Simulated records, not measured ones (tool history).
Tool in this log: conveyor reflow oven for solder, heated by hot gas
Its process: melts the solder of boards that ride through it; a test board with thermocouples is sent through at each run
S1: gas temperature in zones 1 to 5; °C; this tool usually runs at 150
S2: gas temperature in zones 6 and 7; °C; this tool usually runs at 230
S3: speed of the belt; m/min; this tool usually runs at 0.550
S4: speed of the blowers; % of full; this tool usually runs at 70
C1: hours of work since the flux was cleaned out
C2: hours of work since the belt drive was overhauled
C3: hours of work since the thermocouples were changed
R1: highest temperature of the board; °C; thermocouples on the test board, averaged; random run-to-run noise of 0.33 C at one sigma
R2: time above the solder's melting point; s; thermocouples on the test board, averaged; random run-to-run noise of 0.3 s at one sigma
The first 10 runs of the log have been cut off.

{"hour": 368.7, "done": "flux residue cleaned out of gas plates and filters"}
{"run": 11, "hour": 386.3, "S1": 150, "S2": 230, "S3": 0.55, "S4": 74, "C1": 14, "C2": 303, "C3": 531, "R1": 219.9, "R2": 73.7}
{"run": 12, "hour": 431.4, "S1": 150, "S2": 230, "S3": 0.547, "S4": 70, "C1": 50, "C2": 339, "C3": 566, "R1": 219.4, "R2": 74.0}
{"run": 13, "hour": 473.6, "S1": 150, "S2": 230, "S3": 0.547, "S4": 70, "C1": 83, "C2": 372, "C3": 600, "R1": 218.8, "R2": 73.3}
{"run": 14, "hour": 517.2, "S1": 150, "S2": 230, "S3": 0.547, "S4": 70, "C1": 118, "C2": 407, "C3": 635, "R1": 218.5, "R2": 72.9}
{"run": 15, "hour": 559.9, "S1": 150, "S2": 230, "S3": 0.55, "S4": 58, "C1": 152, "C2": 441, "C3": 669, "R1": 216.2, "R2": 70.4}
{"run": 16, "hour": 584.6, "S1": 150, "S2": 230, "S3": 0.55, "S4": 58, "C1": 171, "C2": 460, "C3": 688, "R1": 215.9, "R2": 69.5}
{"run": 17, "hour": 612.0, "S1": 150, "S2": 221, "S3": 0.492, "S4": 60, "C1": 193, "C2": 482, "C3": 710, "R1": 211.2, "R2": 74.7}
{"run": 18, "hour": 641.5, "S1": 160, "S2": 230, "S3": 0.55, "S4": 70, "C1": 217, "C2": 506, "C3": 733, "R1": 219.9, "R2": 79.8}
{"run": 19, "hour": 664.8, "S1": 160, "S2": 230, "S3": 0.55, "S4": 70, "C1": 235, "C2": 524, "C3": 752, "R1": 219.5, "R2": 80.3}
{"run": 20, "hour": 687.6, "S1": 164, "S2": 240, "S3": 0.466, "S4": 70, "C1": 253, "C2": 542, "C3": 770, "R1": 233.4, "R2": 105.7}
{"run": 21, "hour": 714.5, "S1": 149, "S2": 237, "S3": 0.627, "S4": 82, "C1": 275, "C2": 564, "C3": 791, "R1": 222.8, "R2": 65.6}
{"hour": 769.4, "done": "flux residue cleaned out of gas plates and filters"}
{"run": 22, "hour": 770.0, "S1": 150, "S2": 232, "S3": 0.55, "S4": 73, "C1": 1, "C2": 604, "C3": 832, "R1": 223.0, "R2": 77.1}
{"run": 23, "hour": 797.2, "S1": 140, "S2": 234, "S3": 0.55, "S4": 81, "C1": 22, "C2": 625, "C3": 853, "R1": 224.5, "R2": 73.7}

What will run 24 give?
{"run": 24, "hour": 846.2, "S1": 140, "S2": 234, "S3": 0.55, "S4": 81, "C1": 61, "C2": 664, "C3": 892, "R1": "?", "R2": "?"}

R1: 224.4 °C
R2: 73.0 s
The same run, on a tool lacking any hidden state, would have yielded R1 221.9 °C, R2 70.4 s.
